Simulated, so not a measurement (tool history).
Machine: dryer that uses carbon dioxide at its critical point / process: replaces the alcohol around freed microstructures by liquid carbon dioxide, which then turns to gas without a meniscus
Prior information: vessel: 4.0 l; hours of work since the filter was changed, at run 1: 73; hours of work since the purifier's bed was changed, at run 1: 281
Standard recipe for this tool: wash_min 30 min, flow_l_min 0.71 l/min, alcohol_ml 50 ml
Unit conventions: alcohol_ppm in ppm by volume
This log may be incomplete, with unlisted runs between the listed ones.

| run | hour | wash_min | flow_l_min | alcohol_ml | hours of work since the filter was changed | hours of work since the purifier's bed was changed | alcohol_ppm |
|---|---|---|---|---|---|---|---|
| 1 | 0 | 30 | 0.71 | 50 | 73 | 281 | 368 |
| 2 | 61.2 | 30 | 0.71 | 50 | 110 | 318 | 415 |
| 3 | 92.9 | 30 | 0.71 | 50 | 130 | 338 | 429 |
| 4 | 141.2 | 23 | 0.71 | 50 | 159 | 367 | 969 |
| 5 | 181.1 | 23 | 0.71 | 50 | 184 | 392 | 1028 |
| 6 | 241.8 | 23 | 0.71 | 50 | 221 | 429 | 1101 |
|  | 304.9 | inlet filter changed |
| 7 | 304.9 | 30 | 0.696 | 50 | 0 | 467 | 348 |
| 8 | 366.9 | 21 | 0.429 | 65 | 38 | 505 | 3613 |
| 9 | 413.6 | 30 | 0.913 | 31 | 67 | 534 | 109 |
| 10 | 450.4 | 30 | 0.913 | 31 | 89 | 557 | 125 |
| 11 | 512.6 | 28 | 0.77 | 52 | 127 | 595 | 447 |
| 12 | 549.2 | 28 | 0.77 | 52 | 150 | 617 | 469 |
| 13 | 592.1 | 44 | 0.634 | 32 | 176 | 643 | 160 |

Here are 5 independent what-if runs from the current tool condition. What would each one return?
| A | 627.1 | 31 | 0.504 | 44 | 198 | 665 | ? |
| B | 627.1 | 32 | 0.71 | 22 | 198 | 665 | ? |
| C | 627.1 | 30 | 0.641 | 50 | 198 | 665 | ? |
| D | 627.1 | 25 | 0.634 | 103 | 198 | 665 | ? |
| E | 627.1 | 22 | 0.634 | 32 | 198 | 665 | ? |

| run | alcohol_ppm |
|---|---|
| A | 1119 |
| B | 221 |
| C | 710 |
| D | 2371 |
| E | 990 |
With the hidden condition removed and each run's random variation left untouched, the same runs would have given:
| run | alcohol_ppm |
|---|---|
| A | 747 |
| B | 103 |
| C | 426 |
| D | 1597 |
| E | 682 |
